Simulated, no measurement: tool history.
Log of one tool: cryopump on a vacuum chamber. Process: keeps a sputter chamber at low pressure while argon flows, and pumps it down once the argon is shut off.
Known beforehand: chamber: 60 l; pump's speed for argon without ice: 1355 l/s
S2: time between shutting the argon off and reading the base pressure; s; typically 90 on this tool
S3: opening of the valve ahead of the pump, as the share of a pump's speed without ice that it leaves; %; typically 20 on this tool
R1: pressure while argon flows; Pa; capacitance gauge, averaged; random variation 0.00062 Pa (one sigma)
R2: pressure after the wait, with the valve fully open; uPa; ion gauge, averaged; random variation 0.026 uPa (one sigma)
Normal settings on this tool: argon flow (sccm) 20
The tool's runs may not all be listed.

Run 1, day 0: usual settings. Result: R1 0.1243 Pa, R2 2.52 uPa.
Run 2, day 0.758: usual settings but S2 77 s. Result: R1 0.126 Pa, R2 2.58 uPa.
Run 3, day 1.175: usual settings but S2 77 s. Result: R1 0.1249 Pa, R2 2.69 uPa.
Run 4, day 1.504: usual settings but S2 118 s. Result: R1 0.1258 Pa, R2 2.24 uPa.
Run 5, day 2.083: usual settings but S2 118 s. Result: R1 0.1248 Pa, R2 2.27 uPa.
Run 6, day 2.483: usual settings but S2 118 s. Result: R1 0.1245 Pa, R2 2.28 uPa.
Run 7, day 2.817: usual settings but S2 118 s, S3 32 %. Result: R1 0.0787 Pa, R2 2.32 uPa.
Run 8, day 3.221: usual settings. Result: R1 0.1246 Pa, R2 2.43 uPa.
Run 9, day 3.871: usual settings. Result: R1 0.1256 Pa, R2 2.49 uPa.
Run 10, day 4.271: usual settings but S2 289 s. Result: R1 0.1256 Pa, R2 1.86 uPa.
Run 11, day 4.958: usual settings but S2 289 s. Result: R1 0.1257 Pa, R2 1.88 uPa.
Run 12, day 5.425: usual settings but S2 289 s. Result: R1 0.1261 Pa, R2 1.89 uPa.
Run 13, day 5.767: usual settings. Result: R1 0.1264 Pa, R2 2.53 uPa.
Run 14, day 6.542: usual settings. Result: R1 0.1246 Pa, R2 2.63 uPa.
Run 15, day 7.196: usual settings. Result: R1 0.126 Pa, R2 2.59 uPa.
Run 16, day 7.738: usual settings. Result: R1 0.1252 Pa, R2 2.48 uPa.
Run 17, day 8.258: usual settings. Result: R1 0.1251 Pa, R2 2.67 uPa.

Run 18, settings as shown, results not yet in. Your forecast:
Run 18, day 8.788: usual settings but argon flow (sccm) 10, S2 39 s, S3 16 %. Result: R1 ?, R2 ?.

R1: 0.0785 Pa
R2: 3.81 uPa
Minus the tool's unlogged condition, the same run would have read R1 0.078 Pa, R2 2.33 uPa.
